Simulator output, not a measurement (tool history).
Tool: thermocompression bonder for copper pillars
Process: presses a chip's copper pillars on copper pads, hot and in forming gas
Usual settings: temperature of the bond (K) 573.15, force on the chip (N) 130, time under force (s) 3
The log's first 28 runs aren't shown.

| run | hour | temperature of the bond (K) | force on the chip (N) | time under force (s) | hours of work since the heater was calibrated | hours of work since the force cell was calibrated | hours of work since the gas filter was changed | force that shears a chip off (N) |
|---|---|---|---|---|---|---|---|---|
| 29 | 363.1 | 555.15 | 110 | 4 | 249 | 437 | 166 | 75.1 |
| 30 | 376.5 | 573.15 | 192 | 2 | 258 | 446 | 175 | 93.3 |
| 31 | 393.7 | 573.15 | 192 | 2 | 269 | 457 | 186 | 92.3 |
| 32 | 410.9 | 548.15 | 155 | 5 | 280 | 468 | 197 | 87.4 |
| 33 | 426.6 | 601.15 | 104 | 2 | 290 | 479 | 207 | 89.3 |
| 34 | 438.0 | 549.15 | 183 | 2 | 298 | 486 | 215 | 72.2 |
| 35 | 449.5 | 588.15 | 138 | 7 | 305 | 493 | 222 | 118.6 |
| 36 | 466.1 | 588.15 | 138 | 7 | 316 | 504 | 233 | 118.2 |
| 37 | 476.2 | 544.15 | 139 | 2 | 323 | 511 | 239 | 59.7 |
| 38 | 489.0 | 573.15 | 159 | 5 | 331 | 519 | 248 | 107.5 |
| 39 | 500.0 | 573.15 | 159 | 9 | 338 | 526 | 255 | 119.3 |
| 40 | 508.7 | 573.15 | 108 | 2 | 344 | 532 | 261 | 71.0 |

3 ways to go on from here, each from the tool as it stands after run 40. What would each give?
| A | 522.2 | 551.15 | 151 | 3 | 352 | 541 | 269 | ? |
| B | 522.2 | 602.15 | 88 | 2 | 352 | 541 | 269 | ? |
| C | 522.2 | 573.15 | 108 | 6 | 352 | 541 | 269 | ? |

| run | force that shears a chip off (N) |
|---|---|
| A | 76.7 |
| B | 84.2 |
| C | 98.9 |
Without the tool's hidden state the same runs would have given:
| run | force that shears a chip off (N) |
|---|---|
| A | 74.2 |
| B | 82.2 |
| C | 97.0 |
